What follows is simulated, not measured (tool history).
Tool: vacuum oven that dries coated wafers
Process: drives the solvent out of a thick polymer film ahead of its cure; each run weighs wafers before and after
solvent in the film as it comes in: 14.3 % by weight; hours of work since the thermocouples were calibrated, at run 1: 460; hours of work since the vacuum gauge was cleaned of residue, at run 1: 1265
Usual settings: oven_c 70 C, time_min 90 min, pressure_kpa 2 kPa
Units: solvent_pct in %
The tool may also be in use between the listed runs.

run   hour  oven_c  time_min  pressure_kpa  hours of work since the thermocouples were calibrated  hours of work since the vacuum gauge was cleaned of residue  solvent_pct
  1      0      70        90             2                                                    460                                                         1265         3.24
  2   41.2      70        90             2                                                    491                                                         1295          3.3
  3   86.9      75        90             2                                                    525                                                         1329          2.4
  4  115.4      75        90             2                                                    546                                                         1350          2.5
  5  159.7      70        90          5.06                                                    579                                                         1383         6.74
  6  207.8      70        90             2                                                    614                                                         1419         3.34
  7  246.6      79        90             2                                                    643                                                         1448         1.97
  8  287.2      79        90             2                                                    673                                                         1478         2.04
  9  313.4      79        90             2                                                    693                                                         1497         2.01
 10  347.8      82        75             2                                                    718                                                         1523         1.88
 11  376.6      82        75             2                                                    739                                                         1544          1.9
 12  402.6      82        75             2                                                    759                                                         1563         1.94
 13  425.3      66        78          1.35                                                    776                                                         1580         4.03
 14    455      59        47          1.22                                                    798                                                         1602         7.32
 15    482      62        57          1.75                                                    818                                                         1622         6.57
 16  508.2      74        90          3.75                                                    837                                                         1642         4.42
 17  552.3      74        64           4.3                                                    870                                                         1674         5.59

Forecast each of these 3 alternatives for the next run:
  A  580.6      70        59          1.49                                                    891                                                         1695            ?
  B  580.6      70        60          2.34                                                    891                                                         1695            ?
  C  580.6      55       159           2.3                                                    891                                                         1695            ?

run  solvent_pct
  A         4.11
  B         4.84
  C          7.2
Without the tool's hidden state the same runs would have given:
run  solvent_pct
  A          3.4
  B         4.09
  C         6.02
